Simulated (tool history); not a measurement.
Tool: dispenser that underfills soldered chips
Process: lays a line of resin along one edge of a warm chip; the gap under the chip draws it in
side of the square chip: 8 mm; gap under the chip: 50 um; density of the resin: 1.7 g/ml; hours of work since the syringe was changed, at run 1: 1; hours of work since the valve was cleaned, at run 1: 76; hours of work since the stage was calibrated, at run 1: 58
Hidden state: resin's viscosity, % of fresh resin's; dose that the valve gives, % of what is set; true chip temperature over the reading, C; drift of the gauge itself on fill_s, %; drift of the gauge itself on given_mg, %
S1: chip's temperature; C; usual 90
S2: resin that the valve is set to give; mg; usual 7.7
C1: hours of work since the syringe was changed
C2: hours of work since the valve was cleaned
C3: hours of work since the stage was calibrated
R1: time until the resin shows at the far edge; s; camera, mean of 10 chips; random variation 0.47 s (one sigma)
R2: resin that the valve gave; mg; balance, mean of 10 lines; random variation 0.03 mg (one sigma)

| run | hour | S1 | S2 | C1 | C2 | C3 | R1 | R2 |
|---|---|---|---|---|---|---|---|---|
| 1 | 0 | 90 | 7.7 | 1 | 76 | 58 | 38.9 | 7.21 |
|  | 8.9 | dispensing valve cleaned and set on the balance |
| 2 | 9.9 | 90 | 7.7 | 8 | 1 | 65 | 67 | 7.61 |
|  | 14.8 | new syringe of resin |
| 3 | 18.8 | 103 | 7.7 | 3 | 7 | 71 | 24.4 | 7.68 |
| 4 | 25.5 | 103 | 7.7 | 8 | 12 | 76 | 37.7 | 7.62 |
|  | 30.6 | new syringe of resin |
| 5 | 32.1 | 90 | 7.7 | 1 | 17 | 81 | 38.8 | 7.56 |
| 6 | 39 | 90 | 7.7 | 6 | 22 | 86 | 60.2 | 7.57 |
|  | 46.5 | new syringe of resin |
| 7 | 47.9 | 90 | 7.7 | 1 | 29 | 93 | 38.6 | 7.52 |
| 8 | 52.6 | 90 | 7.7 | 5 | 32 | 96 | 52 | 7.48 |
| 9 | 56.5 | 90 | 7.55 | 8 | 35 | 99 | 67.3 | 7.32 |
|  | 62.3 | new syringe of resin |
| 10 | 62.9 | 90 | 7.55 | 1 | 40 | 104 | 37.3 | 7.29 |
| 11 | 72 | 90 | 7.55 | 7 | 47 | 110 | 66.8 | 7.22 |
| 12 | 75.8 | 90 | 7.55 | 10 | 49 | 113 | 84.1 | 7.2 |
|  | 78.2 | new syringe of resin |
| 13 | 83.6 | 97 | 7.7 | 4 | 55 | 119 | 35.5 | 7.32 |
| 14 | 91.6 | 97 | 6.74 | 10 | 61 | 125 | 62.1 | 6.38 |
|  | 93.8 | new syringe of resin |
| 15 | 101.4 | 97 | 6.74 | 6 | 68 | 132 | 42.5 | 6.31 |
| 16 | 107.9 | 78 | 6.74 | 11 | 73 | 137 | 164.8 | 6.29 |
|  | 109.5 | new syringe of resin |
| 17 | 114.4 | 80 | 7.7 | 4 | 78 | 142 | 77.4 | 7.19 |
|  | 120.6 | dispensing valve cleaned and set on the balance |
| 18 | 121.3 | 80 | 7.7 | 8 | 1 | 146 | 109.2 | 7.7 |
|  | 126 | new syringe of resin |
| 19 | 127.2 | 90 | 9.46 | 1 | 5 | 150 | 35.7 | 9.43 |
| 20 | 135.6 | 90 | 9.46 | 7 | 11 | 157 | 62.5 | 9.32 |
|  | 141.3 | new syringe of resin |
| 21 | 143.8 | 101 | 7.7 | 2 | 17 | 163 | 24.5 | 7.55 |
| 22 | 147.9 | 76 | 6.8 | 5 | 20 | 166 | 109.2 | 6.66 |
|  | 156.9 | new syringe of resin |
| 23 | 156.9 | 90 | 6.9 | 0 | 27 | 172 | 35.3 | 6.75 |
| 24 | 165.8 | 85 | 7.06 | 7 | 33 | 179 | 79.7 | 6.81 |
| 25 | 169.9 | 78 | 7.66 | 10 | 36 | 182 | 141.8 | 7.42 |
|  | 172.8 | new syringe of resin |
| 26 | 179.6 | 99 | 7.82 | 5 | 43 | 189 | 34.6 | 7.51 |
| 27 | 184.3 | 78 | 8.25 | 9 | 47 | 193 | 125.5 | 7.96 |
|  | 188.2 | new syringe of resin |
| 28 | 193.2 | 100 | 9 | 4 | 53 | 199 | 29.2 | 8.56 |
| 29 | 199.9 | 100 | 9 | 9 | 59 | 204 | 43.7 | 8.52 |
|  | 203.4 | new syringe of resin |
| 30 | 209.5 | 91 | 8.25 | 5 | 65 | 211 | 46.1 | 7.77 |
| 31 | 215.1 | 88 | 7.03 | 9 | 70 | 215 | 79.8 | 6.6 |
|  | 218.5 | new syringe of resin |
| 32 | 220.2 | 75 | 8.87 | 1 | 73 | 219 | 79.7 | 8.29 |
| 33 | 225.1 | 87 | 7.16 | 5 | 77 | 223 | 62.1 | 6.67 |
|  | 232.6 | dispensing valve cleaned and set on the balance |
|  | 234.6 | new syringe of resin |
| 34 | 235.8 | 87 | 7.16 | 1 | 2 | 230 | 42 | 7.16 |
| 35 | 241.2 | 87 | 7.16 | 5 | 6 | 234 | 58.9 | 7.1 |

5 ways to go on from here, each from the tool as it stands after run 35. What would each give?
| A | 246.5 | 101 | 7.92 | 9 | 10 | 238 | ? | ? |
| B | 246.5 | 102 | 9.02 | 9 | 10 | 238 | ? | ? |
| C | 246.5 | 83 | 8.03 | 9 | 10 | 238 | ? | ? |
| D | 246.5 | 77 | 7.7 | 9 | 10 | 238 | ? | ? |
| E | 246.5 | 88 | 8.44 | 9 | 10 | 238 | ? | ? |

| run | R1 | R2 |
|---|---|---|
| A | 42.1 | 7.82 |
| B | 39.2 | 8.91 |
| C | 95.8 | 7.95 |
| D | 133 | 7.64 |
| E | 74.8 | 8.35 |
Without the tool's hidden state the same runs would have given:
| run | R1 | R2 |
|---|---|---|
| A | 21.8 | 7.89 |
| B | 20.3 | 8.99 |
| C | 49.8 | 8.02 |
| D | 69.6 | 7.71 |
| E | 38.8 | 8.43 |
